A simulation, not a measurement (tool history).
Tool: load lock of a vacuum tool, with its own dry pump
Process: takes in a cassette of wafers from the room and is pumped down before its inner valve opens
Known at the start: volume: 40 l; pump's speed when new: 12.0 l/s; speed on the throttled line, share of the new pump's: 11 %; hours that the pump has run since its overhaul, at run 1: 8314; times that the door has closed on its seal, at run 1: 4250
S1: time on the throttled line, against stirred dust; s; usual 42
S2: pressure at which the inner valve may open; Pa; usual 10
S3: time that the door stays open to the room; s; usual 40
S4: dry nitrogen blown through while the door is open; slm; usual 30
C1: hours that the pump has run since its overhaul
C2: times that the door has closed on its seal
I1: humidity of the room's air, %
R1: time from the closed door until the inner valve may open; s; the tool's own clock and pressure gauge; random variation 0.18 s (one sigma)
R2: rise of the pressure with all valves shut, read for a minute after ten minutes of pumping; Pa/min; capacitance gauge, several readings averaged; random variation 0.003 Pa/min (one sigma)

{"run": 1, "hour": 0.0, "S1": 42, "S2": 10, "S3": 40, "S4": 30, "C1": 8314, "C2": 4250, "I1": 42.7, "R1": 68.3, "R2": 0.03}
{"run": 2, "hour": 103.3, "S1": 42, "S2": 10, "S3": 40, "S4": 30, "C1": 8417, "C2": 4747, "I1": 45.2, "R1": 68.7, "R2": 0.032}
{"run": 3, "hour": 275.9, "S1": 42, "S2": 10, "S3": 40, "S4": 30, "C1": 8590, "C2": 5577, "I1": 44, "R1": 68.5, "R2": 0.031}
{"run": 4, "hour": 463.7, "S1": 42, "S2": 10, "S3": 40, "S4": 30, "C1": 8778, "C2": 6479, "I1": 43.6, "R1": 68.5, "R2": 0.033}
{"run": 5, "hour": 564.9, "S1": 42, "S2": 10, "S3": 40, "S4": 30, "C1": 8879, "C2": 6966, "I1": 44.7, "R1": 68.7, "R2": 0.035}
{"run": 6, "hour": 806.6, "S1": 42, "S2": 10, "S3": 40, "S4": 30, "C1": 9121, "C2": 8128, "I1": 43.7, "R1": 68.5, "R2": 0.031}
{"run": 7, "hour": 995.4, "S1": 42, "S2": 10, "S3": 40, "S4": 30, "C1": 9309, "C2": 9036, "I1": 42, "R1": 68.2, "R2": 0.029}
{"run": 8, "hour": 1110.0, "S1": 42, "S2": 10, "S3": 40, "S4": 30, "C1": 9424, "C2": 9587, "I1": 43.6, "R1": 68.5, "R2": 0.025}
{"run": 9, "hour": 1333.5, "S1": 42, "S2": 10, "S3": 107, "S4": 30, "C1": 9648, "C2": 10662, "I1": 45, "R1": 68.3, "R2": 0.041}
{"run": 10, "hour": 1532.5, "S1": 42, "S2": 10, "S3": 28, "S4": 30, "C1": 9847, "C2": 11618, "I1": 46.3, "R1": 68.5, "R2": 0.026}
{"run": 11, "hour": 1639.8, "S1": 42, "S2": 10, "S3": 28, "S4": 30, "C1": 9954, "C2": 12135, "I1": 46.8, "R1": 68.4, "R2": 0.029}
{"run": 12, "hour": 1826.6, "S1": 42, "S2": 10, "S3": 28, "S4": 30, "C1": 10141, "C2": 13033, "I1": 46.9, "R1": 68.2, "R2": 0.036}
{"run": 13, "hour": 1997.9, "S1": 42, "S2": 15, "S3": 28, "S4": 30, "C1": 10312, "C2": 13856, "I1": 45.5, "R1": 67.1, "R2": 0.028}
{"run": 14, "hour": 2171.6, "S1": 42, "S2": 15, "S3": 28, "S4": 5, "C1": 10486, "C2": 14691, "I1": 43.9, "R1": 66.9, "R2": 0.053}
{"run": 15, "hour": 2359.8, "S1": 42, "S2": 15, "S3": 28, "S4": 5, "C1": 10674, "C2": 15596, "I1": 45.1, "R1": 67.1, "R2": 0.057}
{"run": 16, "hour": 2487.6, "S1": 42, "S2": 15, "S3": 28, "S4": 5, "C1": 10802, "C2": 16211, "I1": 48.3, "R1": 66.8, "R2": 0.06}
{"run": 17, "hour": 2666.0, "S1": 42, "S2": 15, "S3": 28, "S4": 5, "C1": 10980, "C2": 17068, "I1": 42, "R1": 66.9, "R2": 0.058}
{"run": 18, "hour": 2767.3, "S1": 42, "S2": 15, "S3": 28, "S4": 30, "C1": 11081, "C2": 17555, "I1": 43.7, "R1": 66.8, "R2": 0.026}
{"run": 19, "hour": 2996.5, "S1": 42, "S2": 15, "S3": 28, "S4": 30, "C1": 11310, "C2": 18657, "I1": 43.5, "R1": 67, "R2": 0.027}
{"run": 20, "hour": 3198.4, "S1": 48, "S2": 15, "S3": 60, "S4": 30, "C1": 11512, "C2": 19629, "I1": 40.1, "R1": 72.6, "R2": 0.029}
{"run": 21, "hour": 3436.2, "S1": 42, "S2": 10, "S3": 44, "S4": 18, "C1": 11750, "C2": 20772, "I1": 43.7, "R1": 68, "R2": 0.043}
{"run": 22, "hour": 3676.1, "S1": 42, "S2": 10, "S3": 44, "S4": 18, "C1": 11990, "C2": 21925, "I1": 48.4, "R1": 68.5, "R2": 0.045}
{"run": 23, "hour": 3903.6, "S1": 82, "S2": 11, "S3": 35, "S4": 23, "C1": 12218, "C2": 23019, "I1": 46.7, "R1": 103.3, "R2": 0.037}
{"run": 24, "hour": 4084.0, "S1": 82, "S2": 11, "S3": 35, "S4": 23, "C1": 12398, "C2": 23887, "I1": 48, "R1": 103.6, "R2": 0.039}
{"run": 25, "hour": 4318.2, "S1": 82, "S2": 11, "S3": 35, "S4": 23, "C1": 12632, "C2": 25013, "I1": 48.5, "R1": 103.7, "R2": 0.042}
{"run": 26, "hour": 4466.6, "S1": 33, "S2": 18, "S3": 35, "S4": 5, "C1": 12781, "C2": 25726, "I1": 45.4, "R1": 58.3, "R2": 0.062}
{"run": 27, "hour": 4691.1, "S1": 44, "S2": 11, "S3": 40, "S4": 4, "C1": 13005, "C2": 26806, "I1": 47, "R1": 69.5, "R2": 0.063}
{"run": 28, "hour": 4915.4, "S1": 44, "S2": 11, "S3": 40, "S4": 4, "C1": 13229, "C2": 27884, "I1": 45.6, "R1": 69.9, "R2": 0.06}
{"run": 29, "hour": 5049.6, "S1": 44, "S2": 11, "S3": 40, "S4": 4, "C1": 13364, "C2": 28529, "I1": 43.8, "R1": 69.8, "R2": 0.061}
{"run": 30, "hour": 5199.4, "S1": 42, "S2": 10, "S3": 98, "S4": 12, "C1": 13513, "C2": 29250, "I1": 45, "R1": 68.6, "R2": 0.062}
{"run": 31, "hour": 5427.1, "S1": 42, "S2": 8, "S3": 40, "S4": 14, "C1": 13741, "C2": 30344, "I1": 45.4, "R1": 68.9, "R2": 0.042}
{"run": 32, "hour": 5631.6, "S1": 42, "S2": 8, "S3": 40, "S4": 14, "C1": 13946, "C2": 31328, "I1": 42.6, "R1": 69.1, "R2": 0.043}
{"run": 33, "hour": 5751.2, "S1": 42, "S2": 15, "S3": 32, "S4": 30, "C1": 14065, "C2": 31903, "I1": 45.5, "R1": 67.3, "R2": 0.029}
{"run": 34, "hour": 5852.1, "S1": 27, "S2": 9, "S3": 212, "S4": 43, "C1": 14166, "C2": 32388, "I1": 44.6, "R1": 55.2, "R2": 0.039}
{"run": 35, "hour": 6070.9, "S1": 30, "S2": 8, "S3": 212, "S4": 43, "C1": 14385, "C2": 33440, "I1": 49.8, "R1": 58.2, "R2": 0.045}
{"run": 36, "hour": 6226.5, "S1": 30, "S2": 8, "S3": 212, "S4": 43, "C1": 14541, "C2": 34188, "I1": 46.7, "R1": 58.7, "R2": 0.047}
{"run": 37, "hour": 6463.1, "S1": 30, "S2": 8, "S3": 212, "S4": 17, "C1": 14777, "C2": 35325, "I1": 46.9, "R1": 58.4, "R2": 0.073}

3 ways to go on from here, each from the tool as it stands after run 37. What would each give?
{"run": "A", "hour": 6603.5, "S1": 41, "S2": 14, "S3": 40, "S4": 19, "C1": 14917, "C2": 36000, "I1": 46.8, "R1": "?", "R2": "?"}
{"run": "B", "hour": 6603.5, "S1": 55, "S2": 19, "S3": 212, "S4": 5, "C1": 14917, "C2": 36000, "I1": 45.1, "R1": "?", "R2": "?"}
{"run": "C", "hour": 6603.5, "S1": 25, "S2": 10, "S3": 34, "S4": 11, "C1": 14917, "C2": 36000, "I1": 43, "R1": "?", "R2": "?"}

run=A R1=65.8 R2=0.038
run=B R1=77.5 R2=0.096
run=C R1=53.2 R2=0.044
Without the tool's hidden state the same runs would have given:
run=A R1=65.8 R2=0.038
run=B R1=77.5 R2=0.096
run=C R1=53.1 R2=0.044
